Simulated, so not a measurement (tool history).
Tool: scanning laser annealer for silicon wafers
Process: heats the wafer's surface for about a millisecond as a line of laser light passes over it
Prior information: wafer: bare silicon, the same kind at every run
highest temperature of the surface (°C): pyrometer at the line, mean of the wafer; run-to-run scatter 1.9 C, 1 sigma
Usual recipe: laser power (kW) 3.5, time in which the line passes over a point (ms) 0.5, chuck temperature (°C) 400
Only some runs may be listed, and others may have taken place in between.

run,hour,laser power (kW),time in which the line passes over a point (ms),chuck temperature (°C),highest temperature of the surface (°C)
1,0,3.5,0.5,400,1168
2,8.2,3.5,0.5,400,1169
3,26,3.319,0.5,400,1118
4,38.6,3.319,0.5,400,1119
5,48.9,3.843,0.5,400,1258
6,57.5,3.843,0.5,400,1260
7,66.7,3.843,0.5,400,1262
8,83.1,3.843,0.5,400,1260
9,94.4,3.5,0.5,400,1168
10,112.8,3.5,0.5,400,1168
11,130.2,3.5,0.5,400,1170
12,142,3.5,0.5,400,1169
13,153.3,3.5,0.549,366,1166
14,168.2,3.184,0.614,438,1184
15,185.6,3.714,0.383,438,1172
16,199.7,3.714,0.383,438,1173
17,211.8,3.636,0.437,390,1148
18,226.9,3.636,0.437,390,1150
19,238.1,3.5,0.5,387,1156
20,256.5,3.5,0.5,387,1156
21,274.7,3.461,0.54,383,1162
22,289.9,3.487,0.569,364,1177
23,299.2,3.141,0.5,400,1073
24,311.8,3.294,0.535,400,1135

The log once held 1 entry between its listed runs, left out of this copy. Where does each go, and what is different about the tool's unlogged condition between the listed run before it and the listed run after it?
Runs 10 to 11: window over the wafer cleaned (hour 125.9)
  light that passes the window, % of a clean one's: 99.91 -> 99.99
